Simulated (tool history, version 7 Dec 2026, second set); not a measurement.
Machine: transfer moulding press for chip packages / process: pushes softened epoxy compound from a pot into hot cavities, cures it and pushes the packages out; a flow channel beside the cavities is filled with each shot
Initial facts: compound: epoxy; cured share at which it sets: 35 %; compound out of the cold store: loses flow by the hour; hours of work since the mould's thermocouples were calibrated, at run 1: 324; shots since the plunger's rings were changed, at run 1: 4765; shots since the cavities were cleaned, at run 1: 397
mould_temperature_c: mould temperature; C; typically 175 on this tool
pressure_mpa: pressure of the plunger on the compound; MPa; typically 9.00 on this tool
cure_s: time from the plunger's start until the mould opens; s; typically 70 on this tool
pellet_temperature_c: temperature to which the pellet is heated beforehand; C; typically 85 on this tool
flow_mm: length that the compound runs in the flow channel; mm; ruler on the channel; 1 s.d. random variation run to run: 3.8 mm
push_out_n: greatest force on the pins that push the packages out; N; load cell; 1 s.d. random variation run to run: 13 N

run	day	mould_temperature_c	pressure_mpa	cure_s	pellet_temperature_c	hours of work since the mould's thermocouples were calibrated	shots since the plunger's rings were changed	shots since the cavities were cleaned	incoming compound's hours out of the cold store	flow_mm	push_out_n
1	0.000	175	9.00	70	85	324	4765	397	15.2	656	895
# day 0.358: cavities cleaned with cleaning compound and waxed
# day 1.450: plunger's sealing rings changed
# day 1.896: cavities cleaned with cleaning compound and waxed
2	2.271	175	9.00	70	85	351	250	123	30.3	639	714
# day 3.388: cavities cleaned with cleaning compound and waxed
3	4.662	175	9.00	70	85	382	1017	420	28.6	640	877
# day 4.954: cavities cleaned with cleaning compound and waxed
# day 6.354: cavities cleaned with cleaning compound and waxed
4	6.354	175	9.00	70	85	402	1534	0	34.8	618	605
# day 7.825: cavities cleaned with cleaning compound and waxed
5	7.992	175	9.00	70	85	423	2052	55	33.3	618	686
# day 9.300: cavities cleaned with cleaning compound and waxed
6	10.208	175	9.00	70	85	451	2762	300	18.4	662	870
# day 10.767: cavities cleaned with cleaning compound and waxed
# day 12.179: cavities cleaned with cleaning compound and waxed
7	12.658	175	9.00	70	85	482	3527	158	32.5	601	753
# day 13.667: cavities cleaned with cleaning compound and waxed
8	14.421	175	9.00	70	85	504	4087	249	19.8	645	826
# day 15.292: cavities cleaned with cleaning compound and waxed
9	16.371	175	9.00	70	85	529	4708	356	16.9	647	903
# day 16.796: cavities cleaned with cleaning compound and waxed
# day 17.983: plunger's sealing rings changed
10	18.079	175	9.00	70	85	549	32	389	37.4	618	847
# day 18.383: cavities cleaned with cleaning compound and waxed
# day 19.929: cavities cleaned with cleaning compound and waxed
11	20.654	175	9.00	70	85	581	838	238	39.6	605	778
# day 21.421: cavities cleaned with cleaning compound and waxed
12	21.825	175	9.00	70	85	595	1204	134	33.4	621	754
# day 22.896: cavities cleaned with cleaning compound and waxed
# day 24.358: cavities cleaned with cleaning compound and waxed
13	24.567	175	9.00	50	91	630	2065	68	19.5	665	1712
# day 25.846: cavities cleaned with cleaning compound and waxed
14	25.846	180	10.03	87	85	646	2466	0	44.8	600	446
# day 27.046: mould's thermocouples calibrated
# day 27.329: cavities cleaned with cleaning compound and waxed
15	27.854	180	10.03	87	85	10	3079	173	15.4	682	535
# day 28.862: cavities cleaned with cleaning compound and waxed
16	29.379	175	7.55	70	85	29	3560	169	10.2	619	780
# day 30.442: cavities cleaned with cleaning compound and waxed
17	30.808	175	7.55	70	85	47	4011	121	41.7	525	658
# day 32.000: cavities cleaned with cleaning compound and waxed
18	33.250	175	7.55	70	85	78	4793	411	39.9	530	792

Alternative continuations, all from the tool just after run 18; predict every row:
# day 33.492: cavities cleaned with cleaning compound and waxed
# day 34.675: plunger's sealing rings changed
# day 35.108: cavities cleaned with cleaning compound and waxed
A	35.679	181	8.57	70	90	107	310	188	45.1	?	?
# day 33.492: cavities cleaned with cleaning compound and waxed
# day 34.675: plunger's sealing rings changed
# day 35.108: cavities cleaned with cleaning compound and waxed
B	35.679	175	10.49	66	85	107	310	188	32.9	?	?
# day 33.492: cavities cleaned with cleaning compound and waxed
# day 34.675: plunger's sealing rings changed
# day 35.108: cavities cleaned with cleaning compound and waxed
C	35.679	175	7.55	104	85	107	310	188	20.8	?	?

run	flow_mm	push_out_n
A	561	569
B	682	797
C	609	524
Stripped of hidden state, with their random variation kept, the same runs would have yielded:
run	flow_mm	push_out_n
A	564	466
B	686	647
C	613	430
